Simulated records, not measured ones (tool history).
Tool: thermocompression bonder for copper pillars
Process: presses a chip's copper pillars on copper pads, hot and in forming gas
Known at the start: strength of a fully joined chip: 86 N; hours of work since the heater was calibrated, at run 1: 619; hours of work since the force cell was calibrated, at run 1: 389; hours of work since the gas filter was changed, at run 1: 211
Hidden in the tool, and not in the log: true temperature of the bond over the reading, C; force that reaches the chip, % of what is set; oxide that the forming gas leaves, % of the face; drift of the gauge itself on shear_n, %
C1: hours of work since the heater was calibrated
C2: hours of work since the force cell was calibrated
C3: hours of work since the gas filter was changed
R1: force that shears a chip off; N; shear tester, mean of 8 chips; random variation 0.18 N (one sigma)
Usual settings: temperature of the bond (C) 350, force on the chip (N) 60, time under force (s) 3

{"run": 1, "day": 0.0, "temperature of the bond (C)": 350, "force on the chip (N)": 60, "time under force (s)": 3, "C1": 619, "C2": 389, "C3": 211, "R1": 38.8}
{"day": 0.558, "done": "heater calibrated with a thermocouple chip"}
{"day": 1.908, "done": "forming gas filter changed"}
{"run": 2, "day": 2.6, "temperature of the bond (C)": 350, "force on the chip (N)": 60, "time under force (s)": 2, "C1": 36, "C2": 433, "C3": 12, "R1": 36.1}
{"run": 3, "day": 4.096, "temperature of the bond (C)": 350, "force on the chip (N)": 60, "time under force (s)": 2, "C1": 62, "C2": 460, "C3": 39, "R1": 36}
{"run": 4, "day": 5.4, "temperature of the bond (C)": 350, "force on the chip (N)": 60, "time under force (s)": 3, "C1": 85, "C2": 483, "C3": 62, "R1": 41.7}
{"run": 5, "day": 7.292, "temperature of the bond (C)": 350, "force on the chip (N)": 60, "time under force (s)": 3, "C1": 118, "C2": 516, "C3": 95, "R1": 41.5}
{"run": 6, "day": 10.092, "temperature of the bond (C)": 350, "force on the chip (N)": 60, "time under force (s)": 3, "C1": 168, "C2": 565, "C3": 144, "R1": 41.4}
{"run": 7, "day": 12.154, "temperature of the bond (C)": 350, "force on the chip (N)": 60, "time under force (s)": 3, "C1": 204, "C2": 602, "C3": 181, "R1": 40.9}
{"run": 8, "day": 13.879, "temperature of the bond (C)": 350, "force on the chip (N)": 60, "time under force (s)": 3, "C1": 234, "C2": 632, "C3": 211, "R1": 40.9}
{"day": 15.625, "done": "forming gas filter changed"}
{"run": 9, "day": 16.7, "temperature of the bond (C)": 350, "force on the chip (N)": 60, "time under force (s)": 3, "C1": 284, "C2": 682, "C3": 19, "R1": 42.4}
{"day": 17.392, "done": "heater calibrated with a thermocouple chip, once more"}
{"run": 10, "day": 18.371, "temperature of the bond (C)": 350, "force on the chip (N)": 60, "time under force (s)": 3, "C1": 17, "C2": 709, "C3": 47, "R1": 37.5}
{"run": 11, "day": 20.35, "temperature of the bond (C)": 350, "force on the chip (N)": 60, "time under force (s)": 3, "C1": 52, "C2": 744, "C3": 82, "R1": 37.4}
{"run": 12, "day": 22.583, "temperature of the bond (C)": 350, "force on the chip (N)": 60, "time under force (s)": 3, "C1": 91, "C2": 784, "C3": 121, "R1": 37.4}
{"run": 13, "day": 25.354, "temperature of the bond (C)": 350, "force on the chip (N)": 60, "time under force (s)": 3, "C1": 140, "C2": 833, "C3": 170, "R1": 37.3}
{"run": 14, "day": 26.854, "temperature of the bond (C)": 350, "force on the chip (N)": 60, "time under force (s)": 3, "C1": 167, "C2": 859, "C3": 196, "R1": 37.4}
{"run": 15, "day": 28.404, "temperature of the bond (C)": 350, "force on the chip (N)": 77, "time under force (s)": 3, "C1": 194, "C2": 886, "C3": 224, "R1": 41.2}
{"day": 29.388, "done": "forming gas filter changed"}
{"run": 16, "day": 30.446, "temperature of the bond (C)": 376, "force on the chip (N)": 77, "time under force (s)": 3, "C1": 230, "C2": 922, "C3": 19, "R1": 49.8}
{"run": 17, "day": 31.921, "temperature of the bond (C)": 376, "force on the chip (N)": 77, "time under force (s)": 3, "C1": 256, "C2": 948, "C3": 45, "R1": 50.1}
{"run": 18, "day": 33.2, "temperature of the bond (C)": 376, "force on the chip (N)": 77, "time under force (s)": 3, "C1": 278, "C2": 970, "C3": 67, "R1": 49.9}
{"run": 19, "day": 35.167, "temperature of the bond (C)": 376, "force on the chip (N)": 77, "time under force (s)": 3, "C1": 313, "C2": 1005, "C3": 102, "R1": 49.3}
{"run": 20, "day": 37.45, "temperature of the bond (C)": 376, "force on the chip (N)": 77, "time under force (s)": 3, "C1": 353, "C2": 1045, "C3": 142, "R1": 49.3}
{"run": 21, "day": 40.042, "temperature of the bond (C)": 357, "force on the chip (N)": 52, "time under force (s)": 6, "C1": 399, "C2": 1091, "C3": 188, "R1": 47.2}
{"run": 22, "day": 41.892, "temperature of the bond (C)": 334, "force on the chip (N)": 87, "time under force (s)": 3, "C1": 431, "C2": 1124, "C3": 220, "R1": 39.6}
{"day": 42.95, "done": "forming gas filter changed"}
{"run": 23, "day": 44.388, "temperature of the bond (C)": 350, "force on the chip (N)": 60, "time under force (s)": 6, "C1": 475, "C2": 1167, "C3": 25, "R1": 49.7}
{"run": 24, "day": 45.988, "temperature of the bond (C)": 350, "force on the chip (N)": 60, "time under force (s)": 6, "C1": 503, "C2": 1196, "C3": 53, "R1": 49.2}
{"run": 25, "day": 47.183, "temperature of the bond (C)": 350, "force on the chip (N)": 60, "time under force (s)": 6, "C1": 524, "C2": 1217, "C3": 75, "R1": 49.4}
{"run": 26, "day": 48.446, "temperature of the bond (C)": 342, "force on the chip (N)": 54, "time under force (s)": 9, "C1": 547, "C2": 1239, "C3": 97, "R1": 50.8}
{"run": 27, "day": 50.267, "temperature of the bond (C)": 356, "force on the chip (N)": 60, "time under force (s)": 2, "C1": 579, "C2": 1271, "C3": 129, "R1": 34.6}
{"run": 28, "day": 52.15, "temperature of the bond (C)": 376, "force on the chip (N)": 68, "time under force (s)": 7, "C1": 612, "C2": 1304, "C3": 162, "R1": 60.2}
{"day": 53.25, "done": "heater calibrated with a thermocouple chip"}
{"run": 29, "day": 54.925, "temperature of the bond (C)": 376, "force on the chip (N)": 68, "time under force (s)": 7, "C1": 30, "C2": 1352, "C3": 210, "R1": 58.3}
{"day": 56.638, "done": "forming gas filter changed"}
{"run": 30, "day": 57.75, "temperature of the bond (C)": 367, "force on the chip (N)": 60, "time under force (s)": 3, "C1": 79, "C2": 1401, "C3": 20, "R1": 41.8}
{"day": 58.067, "done": "force cell calibrated"}
{"run": 31, "day": 59.046, "temperature of the bond (C)": 330, "force on the chip (N)": 53, "time under force (s)": 6, "C1": 101, "C2": 17, "C3": 41, "R1": 40.6}
{"run": 32, "day": 60.454, "temperature of the bond (C)": 338, "force on the chip (N)": 60, "time under force (s)": 3, "C1": 126, "C2": 42, "C3": 66, "R1": 35}
{"run": 33, "day": 61.621, "temperature of the bond (C)": 361, "force on the chip (N)": 65, "time under force (s)": 3, "C1": 146, "C2": 63, "C3": 87, "R1": 42.3}
{"run": 34, "day": 64.117, "temperature of the bond (C)": 350, "force on the chip (N)": 49, "time under force (s)": 3, "C1": 190, "C2": 107, "C3": 131, "R1": 34.7}
{"run": 35, "day": 66.871, "temperature of the bond (C)": 350, "force on the chip (N)": 49, "time under force (s)": 3, "C1": 239, "C2": 155, "C3": 179, "R1": 34.6}
{"run": 36, "day": 68.962, "temperature of the bond (C)": 379, "force on the chip (N)": 42, "time under force (s)": 7, "C1": 275, "C2": 192, "C3": 216, "R1": 51.5}
{"day": 70.258, "done": "forming gas filter changed"}
{"run": 37, "day": 71.412, "temperature of the bond (C)": 379, "force on the chip (N)": 43, "time under force (s)": 2, "C1": 318, "C2": 235, "C3": 20, "R1": 35.8}
{"run": 38, "day": 73.871, "temperature of the bond (C)": 350, "force on the chip (N)": 60, "time under force (s)": 5, "C1": 362, "C2": 278, "C3": 64, "R1": 46.5}
{"run": 39, "day": 75.3, "temperature of the bond (C)": 350, "force on the chip (N)": 60, "time under force (s)": 5, "C1": 387, "C2": 303, "C3": 89, "R1": 46.3}

Some steps in R1 between neighbouring runs. How much of each would the tool show without its hidden state too (settings, what came in, random variation), and how much is left for the hidden state, with any gauge scatter that isn't in both results?
Run 1 -> 2: time under force (s) 3 -> 2, heater calibrated with a thermocouple chip, forming gas filter changed. R1 -2.7 N: hidden state +2.8, all else -5.5.
Run 9 -> 10: heater calibrated with a thermocouple chip, once more. R1 -4.9 N: hidden state -4.8, all else -0.1.
Run 27 -> 28: temperature of the bond (C) 356 -> 376, force on the chip (N) 60 -> 68, time under force (s) 2 -> 7. R1 +25.6 N: hidden state -0.9, all else +26.5.
Run 28 -> 29: heater calibrated with a thermocouple chip. R1 -1.9 N: hidden state -2.5, all else +0.6.
Run 29 -> 30: temperature of the bond (C) 376 -> 367, force on the chip (N) 68 -> 60, time under force (s) 7 -> 3, forming gas filter changed. R1 -16.5 N: hidden state +2.2, all else -18.7.
Run 35 -> 36: temperature of the bond (C) 350 -> 379, force on the chip (N) 49 -> 42, time under force (s) 3 -> 7. R1 +16.9 N: hidden state -0.7, all else +17.6.
